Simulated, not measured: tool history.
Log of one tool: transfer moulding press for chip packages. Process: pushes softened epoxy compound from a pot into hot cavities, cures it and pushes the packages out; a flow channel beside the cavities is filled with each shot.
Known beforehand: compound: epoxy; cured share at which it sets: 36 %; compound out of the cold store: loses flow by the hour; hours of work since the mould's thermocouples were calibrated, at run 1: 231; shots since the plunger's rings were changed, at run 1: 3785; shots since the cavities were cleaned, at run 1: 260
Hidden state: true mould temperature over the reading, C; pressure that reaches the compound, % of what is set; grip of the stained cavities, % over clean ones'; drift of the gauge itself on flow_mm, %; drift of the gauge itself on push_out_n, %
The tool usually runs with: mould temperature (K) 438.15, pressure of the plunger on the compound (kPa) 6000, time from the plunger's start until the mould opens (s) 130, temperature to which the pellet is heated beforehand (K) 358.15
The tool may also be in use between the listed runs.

run   hour  mould temperature (K)  pressure of the plunger on the compound (kPa)  time from the plunger's start until the mould opens (s)  temperature to which the pellet is heated beforehand (K)  hours of work since the mould's thermocouples were calibrated  shots since the plunger's rings were changed  shots since the cavities were cleaned  incoming compound's hours out of the cold store  length that the compound runs in the flow channel (mm)  greatest force on the pins that push the packages out (N)
  1      0                 438.15                                           6000                                                      130                                                    358.15                                                            231                                          3785                                    260                                             13.4                                                     730                                                        453
  2   22.1                 438.15                                           6000                                                      130                                                    358.15                                                            243                                          3962                                    437                                             37.6                                                     650                                                        464
  3   43.1                 438.15                                           6000                                                      130                                                    358.15                                                            255                                          4131                                    606                                             31.8                                                     672                                                        477
  4   67.6                 438.15                                           6000                                                      130                                                    358.15                                                            268                                          4327                                    802                                             39.3                                                     626                                                        501
  5   93.1                 438.15                                           6000                                                      130                                                    358.15                                                            282                                          4532                                   1007                                             14.6                                                     708                                                        534
     110.9  -- cavities cleaned with cleaning compound and waxed
  6  121.3                 438.15                                           6000                                                      130                                                    358.15                                                            297                                          4747                                     84                                             39.2                                                     623                                                        383
  7  142.8                 438.15                                           6000                                                      130                                                    354.15                                                            309                                          4919                                    256                                             15.7                                                     702                                                        438
  8  171.2                 438.15                                           6000                                                      130                                                    354.15                                                            325                                          5147                                    484                                             43.5                                                     605                                                        466
  9  200.5                 438.15                                           6000                                                      130                                                    354.15                                                            341                                          5383                                    720                                             12.3                                                     709                                                        520
 10  218.8                 438.15                                           6000                                                      130                                                    354.15                                                            351                                          5530                                    867                                             33.1                                                     638                                                        498
 11  245.9                 438.15                                           6000                                                      130                                                    354.15                                                            366                                          5747                                   1084                                             42.7                                                     600                                                        523
     253.8  -- cavities cleaned with cleaning compound and waxed
 12    268                 438.15                                           5690                                                      130                                                    358.15                                                            377                                          5912                                    113                                               43                                                     589                                                        397
 13  289.4                 438.15                                           5690                                                      130                                                    358.15                                                            389                                          6084                                    285                                             11.9                                                     686                                                        462
 14  326.8                 438.15                                           5690                                                      130                                                    358.15                                                            409                                          6385                                    586                                             30.8                                                     611                                                        484
     346.5  -- plunger's sealing rings changed
 15  351.8                 438.15                                           6000                                                      130                                                    358.15                                                            422                                            42                                    766                                             23.8                                                     743                                                        508
 16  373.7                 445.15                                           5810                                                      146                                                    366.15                                                            434                                           218                                    942                                               16                                                     761                                                        416
 17  397.1                 438.15                                           6000                                                      128                                                    354.15                                                            447                                           406                                   1130                                             34.2                                                     701                                                        540
     401.3  -- cavities cleaned with cleaning compound and waxed
 18  429.3                 438.15                                           6000                                                      128                                                    354.15                                                            464                                           652                                    225                                             35.2                                                     710                                                        424
       453  -- mould's thermocouples calibrated
 19  468.8                 438.15                                           6670                                                      128                                                    354.15                                                              9                                           954                                    527                                               45                                                     697                                                        497
 20  486.4                 438.15                                           6670                                                      113                                                    350.15                                                             18                                          1095                                    668                                             11.9                                                     819                                                        701
 21  502.8                 438.15                                           6670                                                      113                                                    350.15                                                             27                                          1226                                    799                                             35.7                                                     722                                                        680
 22  533.8                 433.15                                           5230                                                      116                                                    365.15                                                             44                                          1475                                   1048                                             41.5                                                     641                                                        865
     547.6  -- cavities cleaned with cleaning compound and waxed
 23  558.7                 434.15                                           6000                                                      130                                                    354.15                                                             57                                          1663                                     89                                              8.9                                                     787                                                        571
 24  591.3                 441.15                                           4520                                                      130                                                    358.15                                                             75                                          1925                                    351                                             41.7                                                     552                                                        399
 25  608.5                 438.15                                           6000                                                      168                                                    355.15                                                             85                                          2063                                    489                                               16                                                     758                                                        389
 26  640.2                 430.15                                           6000                                                      147                                                    354.15                                                            102                                          2317                                    743                                             20.8                                                     757                                                        694
 27  673.1                 432.15                                           6480                                                      155                                                    360.15                                                            120                                          2581                                   1007                                             14.2                                                     802                                                        580
     690.7  -- cavities cleaned with cleaning compound and waxed
 28  699.9                 432.15                                           6480                                                      155                                                    360.15                                                            134                                          2784                                     73                                             13.8                                                     798                                                        451
 29  719.7                 438.15                                           6000                                                      128                                                    358.15                                                            145                                          2944                                    233                                             19.8                                                     731                                                        446
 30  745.4                 438.15                                           6000                                                      127                                                    358.15                                                            159                                          3150                                    439                                             28.3                                                     695                                                        492

Each row is a separate what-if for the run after 30, all from the same tool condition, not one after another. Results?
  A  768.5                 441.15                                           6000                                                      130                                                    358.15                                                            172                                          3336                                    625                                              8.8                                                       ?                                                          ?
  B  768.5                 438.15                                           6780                                                      169                                                    358.15                                                            172                                          3336                                    625                                             15.2                                                       ?                                                          ?
  C  768.5                 445.15                                           6000                                                      138                                                    358.15                                                            172                                          3336                                    625                                             38.4                                                       ?                                                          ?

run  length that the compound runs in the flow channel (mm)  greatest force on the pins that push the packages out (N)
  A                                                     761                                                        450
  B                                                     790                                                        418
  C                                                     635                                                        400
With the hidden condition removed and each run's random variation left untouched, the same runs would have given:
run  length that the compound runs in the flow channel (mm)  greatest force on the pins that push the packages out (N)
  A                                                     815                                                        343
  B                                                     847                                                        322
  C                                                     681                                                        308
